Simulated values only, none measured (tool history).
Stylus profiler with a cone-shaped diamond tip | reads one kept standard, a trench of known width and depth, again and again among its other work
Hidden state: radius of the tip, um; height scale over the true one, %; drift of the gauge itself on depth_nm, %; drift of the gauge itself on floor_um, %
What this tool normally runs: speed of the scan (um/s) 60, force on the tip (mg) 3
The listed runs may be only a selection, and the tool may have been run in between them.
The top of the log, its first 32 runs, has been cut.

| run | hour | speed of the scan (um/s) | force on the tip (mg) | scans with this tip | hours of work since the height scale was calibrated | depth of the trench (angstrom) | width of the trench's floor (nm) |
|---|---|---|---|---|---|---|---|
| 33 | 1973.1 | 66 | 5.16 | 21666 | 800 | 1022.27 | 17860 |
| 34 | 2060.1 | 51 | 3.63 | 22095 | 859 | 1017.94 | 17820 |
| 35 | 2114.1 | 32 | 3 | 22361 | 896 | 1015.99 | 17920 |
| 36 | 2164.1 | 237 | 2.27 | 22608 | 930 | 1013.49 | 17300 |
| 37 | 2228.4 | 121 | 4.56 | 22924 | 973 | 1021.09 | 17730 |
|  | 2258.1 | height scale calibrated on a step standard |
| 38 | 2285 | 237 | 1.4 | 23201 | 18 | 1009.85 | 17110 |
| 39 | 2337.4 | 237 | 1.4 | 23459 | 54 | 1009.89 | 17140 |
|  | 2386.9 | new tip fitted, height scale calibrated |
| 40 | 2421.8 | 237 | 1.4 | 172 | 24 | 1009.64 | 17880 |
| 41 | 2507.6 | 237 | 1.4 | 594 | 82 | 1009.54 | 17890 |
| 42 | 2580.7 | 237 | 1.4 | 955 | 132 | 1009.77 | 17800 |
| 43 | 2653.1 | 60 | 1.18 | 1312 | 181 | 1008.71 | 18450 |
| 44 | 2705.2 | 60 | 1.18 | 1569 | 217 | 1008.91 | 18450 |
| 45 | 2758.8 | 60 | 1.18 | 1833 | 253 | 1008.97 | 18440 |

Forecast each of these 3 alternatives for the next run:
| A | 2797 | 170 | 7.5 | 2021 | 279 | ? | ? |
| B | 2797 | 167 | 1.18 | 2021 | 279 | ? | ? |
| C | 2797 | 186 | 2.88 | 2021 | 279 | ? | ? |

| run | depth of the trench (angstrom) | width of the trench's floor (nm) |
|---|---|---|
| A | 1028.66 | 18400 |
| B | 1008.88 | 17990 |
| C | 1015.63 | 18150 |
The same runs, with their run-to-run variation unchanged, on a tool lacking any hidden condition would have given:
| run | depth of the trench (angstrom) | width of the trench's floor (nm) |
|---|---|---|
| A | 1027.66 | 18500 |
| B | 1007.9 | 18090 |
| C | 1014.64 | 18250 |
